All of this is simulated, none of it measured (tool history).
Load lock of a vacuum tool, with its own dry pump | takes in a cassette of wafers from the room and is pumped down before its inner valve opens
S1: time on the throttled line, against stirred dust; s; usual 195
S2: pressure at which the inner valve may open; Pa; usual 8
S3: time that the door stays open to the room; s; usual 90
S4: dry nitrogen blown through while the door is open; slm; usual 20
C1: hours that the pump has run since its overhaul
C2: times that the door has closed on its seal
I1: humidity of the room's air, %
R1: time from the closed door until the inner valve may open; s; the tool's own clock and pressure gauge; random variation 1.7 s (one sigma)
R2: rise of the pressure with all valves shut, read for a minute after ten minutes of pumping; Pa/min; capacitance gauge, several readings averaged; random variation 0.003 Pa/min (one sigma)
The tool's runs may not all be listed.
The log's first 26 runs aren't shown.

run 27 hour=1857 | S1=109 S2=10 S3=115 S4=39 | C1=5790 C2=20875 | I1=43.5 | R1=205.9 R2=0.515
run 28 hour=1917.6 | S1=142 S2=8 S3=149 S4=37 | C1=5851 C2=21046 | I1=48.3 | R1=240.1 R2=0.528
run 29 hour=2007.4 | S1=195 S2=8 S3=128 S4=11 | C1=5941 C2=21300 | I1=43.9 | R1=284.8 R2=0.547
run 30 hour=2063.5 | S1=109 S2=16 S3=32 S4=20 | C1=5997 C2=21458 | I1=44.5 | R1=202.4 R2=0.534
run 31 hour=2137.9 | S1=175 S2=8 S3=48 S4=20 | C1=6071 C2=21668 | I1=45.2 | R1=265.3 R2=0.539
run 32 hour=2234.5 | S1=195 S2=9 S3=90 S4=4 | C1=6168 C2=21941 | I1=43 | R1=280.7 R2=0.583
run 33 hour=2314.3 | S1=223 S2=9 S3=75 S4=20 | C1=6248 C2=22166 | I1=45.3 | R1=302.4 R2=0.555
run 34 hour=2398 | S1=223 S2=9 S3=75 S4=20 | C1=6331 C2=22403 | I1=48.7 | R1=307.4 R2=0.584
run 35 hour=2476.7 | S1=223 S2=9 S3=75 S4=20 | C1=6410 C2=22625 | I1=46.1 | R1=302.5 R2=0.585
run 36 hour=2555.6 | S1=115 S2=7 S3=41 S4=35 | C1=6489 C2=22848 | I1=46.8 | R1=216.5 R2=0.592
run 37 hour=2623.8 | S1=115 S2=7 S3=41 S4=35 | C1=6557 C2=23040 | I1=48.9 | R1=217.9 R2=0.595

4 ways to go on from here, each from the tool as it stands after run 37. What would each give?
run A hour=2699.5 | S1=221 S2=7 S3=57 S4=35 | C1=6633 C2=23254 | I1=40.6 | R1=? R2=?
run B hour=2699.5 | S1=115 S2=6 S3=41 S4=10 | C1=6633 C2=23254 | I1=47.4 | R1=? R2=?
run C hour=2699.5 | S1=115 S2=7 S3=169 S4=35 | C1=6633 C2=23254 | I1=41.9 | R1=? R2=?
run D hour=2699.5 | S1=153 S2=9 S3=39 S4=35 | C1=6633 C2=23254 | I1=45.8 | R1=? R2=?

run=A R1=308.3 R2=0.601
run=B R1=221.4 R2=0.616
run=C R1=218 R2=0.617
run=D R1=247.3 R2=0.59
Without the tool's hidden state the same runs would have given:
run=A R1=301.7 R2=0.023
run=B R1=213.1 R2=0.035
run=C R1=210.1 R2=0.037
run=D R1=240.1 R2=0.021
